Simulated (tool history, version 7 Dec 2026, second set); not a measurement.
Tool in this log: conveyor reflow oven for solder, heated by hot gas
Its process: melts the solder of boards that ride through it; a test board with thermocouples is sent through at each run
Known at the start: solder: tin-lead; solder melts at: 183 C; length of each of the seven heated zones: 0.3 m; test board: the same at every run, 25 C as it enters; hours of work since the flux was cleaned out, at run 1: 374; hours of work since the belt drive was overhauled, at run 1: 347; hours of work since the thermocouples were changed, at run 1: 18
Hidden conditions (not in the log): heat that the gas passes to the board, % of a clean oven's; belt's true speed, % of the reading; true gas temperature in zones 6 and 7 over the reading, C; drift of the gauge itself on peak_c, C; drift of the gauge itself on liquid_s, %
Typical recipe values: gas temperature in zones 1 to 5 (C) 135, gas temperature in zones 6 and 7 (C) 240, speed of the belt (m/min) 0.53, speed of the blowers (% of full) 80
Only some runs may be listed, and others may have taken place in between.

run	day	gas temperature in zones 1 to 5 (C)	gas temperature in zones 6 and 7 (C)	speed of the belt (m/min)	speed of the blowers (% of full)	hours of work since the flux was cleaned out	hours of work since the belt drive was overhauled	hours of work since the thermocouples were changed	highest temperature of the board (C)	time above the solder's melting point (s)
1	0	135	240	0.53	80	374	347	18	220.5	51.5
2	0.508	132	240	0.53	80	383	356	27	220.1	50.4
3	0.804	132	229	0.53	80	389	361	33	210.7	43.5
4	1.238	132	229	0.53	80	396	369	40	210.6	43.8
5	1.475	143	240	0.53	80	401	373	45	221.8	55.1
6	1.933	143	240	0.53	80	409	381	53	222	55
7	2.471	135	240	0.53	80	419	391	62	220.3	51.7
# day 2.708: flux residue cleaned out of gas plates and filters
8	3.142	135	240	0.53	80	8	399	71	220.6	51.4
9	3.65	135	250	0.53	80	17	408	80	228.7	56.2
10	4.029	135	230	0.53	80	24	415	87	212.1	46
11	4.3	135	240	0.53	80	28	420	91	220.7	51.8
12	4.704	135	240	0.571	80	36	427	99	217.8	46.2
13	5.083	135	240	0.571	80	43	434	106	217.8	46.2
14	5.496	140	243	0.53	80	50	441	113	223.9	55.6
15	5.942	135	228	0.495	84	58	449	121	213.3	50.3
16	6.233	135	230	0.502	84	63	455	126	215	51
17	6.671	120	230	0.459	84	71	462	134	215.2	51.8
18	7.108	120	247	0.53	80	79	470	142	223.2	49.8
19	7.404	123	252	0.525	53	84	475	147	221.6	48.5
20	7.725	123	252	0.525	53	90	481	153	221.5	49
21	8.154	123	252	0.525	53	97	489	160	220.9	48.4
22	8.508	137	250	0.566	78	104	495	167	225.8	52.3
23	8.921	137	250	0.476	51	111	503	174	227	61.9
24	9.392	132	240	0.53	80	120	511	183	219.6	50.3
25	9.892	134	244	0.512	86	129	520	192	225.9	57
26	10.138	135	234	0.53	80	133	524	196	215.4	48.3

What if the next run were any one of these 5? Each begins from the tool's condition after run 26:
A	10.4	123	240	0.578	80	138	529	201	?	?
B	10.4	135	247	0.536	71	138	529	201	?	?
C	10.4	146	237	0.53	80	138	529	201	?	?
D	10.4	135	248	0.501	80	138	529	201	?	?
E	10.4	135	238	0.53	80	138	529	201	?	?

run	highest temperature of the board (C)	time above the solder's melting point (s)
A	215	40
B	224	53.1
C	219.9	55.2
D	229.5	60.2
E	218.7	50.4
With the hidden condition removed and each run's random variation left untouched, the same runs would have given:
run	highest temperature of the board (C)	time above the solder's melting point (s)
A	215	40
B	224	53.1
C	219.9	55.2
D	229.5	60.2
E	218.7	50.4
